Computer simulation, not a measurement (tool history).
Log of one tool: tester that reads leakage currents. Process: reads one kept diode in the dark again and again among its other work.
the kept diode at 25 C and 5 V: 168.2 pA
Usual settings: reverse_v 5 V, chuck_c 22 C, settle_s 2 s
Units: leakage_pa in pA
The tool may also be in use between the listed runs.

run    hour  reverse_v  chuck_c  settle_s  leakage_pa
  1       0          5       22         2      157.96
  2    99.3          5       34         2      361.23
      155.3  -- probe card cleaned and baked
  3   238.7          5       34         2      352.58
      259.9  -- tester calibrated
  4   394.4          5       34         2      350.12
  5   623.9          5       34         2      353.62
  6   801.7          5       34         2      356.66
      863.7  -- tester calibrated, once more
  7    1029          5       39      0.57      528.86
  8  1201.1      10.68       22      1.49      224.48
  9  1343.3      10.68       22      1.49         227
 10  1454.1       3.01       32      1.89      259.69
 11  1591.7       3.01       32      1.89      263.54

5 ways to go on from here, each from the tool as it stands after run 11. What would each give?
  A  1794.7       3.31       22      1.92           ?
  B  1794.7       1.45       32      3.54           ?
  C  1794.7       3.01       48      0.92           ?
  D  1794.7          5       38         2           ?
  E  1794.7          5       33       1.6           ?

run  leakage_pa
  A      133.69
  B      189.03
  C      778.02
  D       501.7
  E       358.2
Without the tool's hidden state the same runs would have given:
run  leakage_pa
  A      111.63
  B      161.52
  C      676.96
  D      430.59
  E      305.06
